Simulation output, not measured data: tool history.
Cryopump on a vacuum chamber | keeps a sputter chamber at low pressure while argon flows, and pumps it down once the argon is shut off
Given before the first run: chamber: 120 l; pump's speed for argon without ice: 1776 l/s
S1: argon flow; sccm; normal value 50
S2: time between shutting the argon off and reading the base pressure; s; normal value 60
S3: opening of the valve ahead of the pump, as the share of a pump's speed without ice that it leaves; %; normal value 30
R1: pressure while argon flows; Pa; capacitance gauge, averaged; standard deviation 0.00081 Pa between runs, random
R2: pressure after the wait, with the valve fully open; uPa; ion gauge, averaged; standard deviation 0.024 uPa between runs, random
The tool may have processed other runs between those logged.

| run | hour | S1 | S2 | S3 | R1 | R2 |
|---|---|---|---|---|---|---|
| 1 | 0 | 50 | 60 | 30 | 0.1646 | 3.21 |
| 2 | 83.2 | 50 | 60 | 30 | 0.1648 | 3.33 |
| 3 | 125.4 | 30 | 60 | 30 | 0.0983 | 3.17 |
| 4 | 175.5 | 50 | 60 | 30 | 0.1675 | 3.2 |
| 5 | 243.9 | 50 | 60 | 30 | 0.166 | 3.37 |
| 6 | 301 | 50 | 60 | 30 | 0.1653 | 3.28 |
| 7 | 397.7 | 50 | 114 | 30 | 0.1659 | 3.14 |
|  | 465.7 | pump warmed up, emptied and cooled again |
| 8 | 495.8 | 50 | 114 | 30 | 0.1604 | 2.82 |
| 9 | 578.4 | 50 | 60 | 30 | 0.1609 | 3.17 |
| 10 | 675.8 | 50 | 60 | 30 | 0.1603 | 3.25 |
|  | 693 | leaking fittings of the chamber tightened, without venting |
| 11 | 751.8 | 50 | 60 | 30 | 0.1611 | 0.87 |
| 12 | 798.6 | 50 | 100 | 30 | 0.161 | 0.63 |
| 13 | 902.3 | 95 | 60 | 30 | 0.3055 | 0.94 |
| 14 | 982.4 | 95 | 82 | 52 | 0.1819 | 0.8 |
| 15 | 1043.1 | 95 | 82 | 52 | 0.181 | 0.78 |
| 16 | 1131.6 | 100 | 30 | 40 | 0.2474 | 1.74 |

Run 17 is up next; what results do you expect?
| 17 | 1177.2 | 75 | 235 | 28 | ? | ? |

R1: 0.2633 Pa
R2: 0.49 uPa
With the hidden condition absent and the run-to-run variation left alone, this run would have shown R1 0.2557 Pa, R2 0.3 uPa.

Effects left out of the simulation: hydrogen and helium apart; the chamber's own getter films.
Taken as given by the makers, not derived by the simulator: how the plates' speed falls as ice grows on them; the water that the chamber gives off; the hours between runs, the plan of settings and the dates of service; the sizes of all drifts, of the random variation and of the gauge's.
